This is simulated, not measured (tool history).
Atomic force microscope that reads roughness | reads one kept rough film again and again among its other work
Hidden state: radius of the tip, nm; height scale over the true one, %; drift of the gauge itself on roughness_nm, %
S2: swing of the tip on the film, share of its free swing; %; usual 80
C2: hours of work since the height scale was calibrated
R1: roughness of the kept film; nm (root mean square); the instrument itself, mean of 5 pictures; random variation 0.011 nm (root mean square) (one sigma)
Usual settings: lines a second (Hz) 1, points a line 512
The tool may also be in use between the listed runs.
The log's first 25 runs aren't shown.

-- hour=499.2 new tip fitted
run 26 hour=511.2 | lines_a_second_(Hz)=2.04 S2=64 points_a_line=849 | pictures_with_this_tip=13 C2=70 | R1=2.659
run 27 hour=527.4 | lines_a_second_(Hz)=2.04 S2=64 points_a_line=849 | pictures_with_this_tip=31 C2=81 | R1=2.632
-- hour=534.8 height scale calibrated on a step standard, once more
run 28 hour=552.3 | lines_a_second_(Hz)=2.89 S2=80 points_a_line=298 | pictures_with_this_tip=57 C2=11 | R1=2.41
run 29 hour=577.1 | lines_a_second_(Hz)=2.89 S2=56 points_a_line=298 | pictures_with_this_tip=84 C2=28 | R1=2.636
run 30 hour=605.1 | lines_a_second_(Hz)=3.48 S2=74 points_a_line=512 | pictures_with_this_tip=115 C2=46 | R1=2.427
run 31 hour=619.3 | lines_a_second_(Hz)=0.8 S2=80 points_a_line=338 | pictures_with_this_tip=130 C2=55 | R1=2.613
run 32 hour=637.5 | lines_a_second_(Hz)=0.57 S2=61 points_a_line=889 | pictures_with_this_tip=150 C2=67 | R1=2.681
run 33 hour=663.2 | lines_a_second_(Hz)=0.67 S2=80 points_a_line=512 | pictures_with_this_tip=178 C2=84 | R1=2.592
run 34 hour=678.3 | lines_a_second_(Hz)=1.64 S2=66 points_a_line=771 | pictures_with_this_tip=195 C2=94 | R1=2.592
-- hour=685.8 new tip fitted
run 35 hour=694.8 | lines_a_second_(Hz)=3.65 S2=81 points_a_line=771 | pictures_with_this_tip=10 C2=104 | R1=2.362

Forecast each of these 4 alternatives for the next run:
run A hour=725 | lines_a_second_(Hz)=2.84 S2=82 points_a_line=263 | pictures_with_this_tip=43 C2=124 | R1=?
run B hour=725 | lines_a_second_(Hz)=2.23 S2=59 points_a_line=587 | pictures_with_this_tip=43 C2=124 | R1=?
run C hour=725 | lines_a_second_(Hz)=1 S2=68 points_a_line=512 | pictures_with_this_tip=43 C2=124 | R1=?
run D hour=725 | lines_a_second_(Hz)=0.71 S2=81 points_a_line=583 | pictures_with_this_tip=43 C2=124 | R1=?

run=A R1=2.395
run=B R1=2.689
run=C R1=2.694
run=D R1=2.668
Without the tool's hidden state the same runs would have given:
run=A R1=2.424
run=B R1=2.722
run=C R1=2.727
run=D R1=2.701

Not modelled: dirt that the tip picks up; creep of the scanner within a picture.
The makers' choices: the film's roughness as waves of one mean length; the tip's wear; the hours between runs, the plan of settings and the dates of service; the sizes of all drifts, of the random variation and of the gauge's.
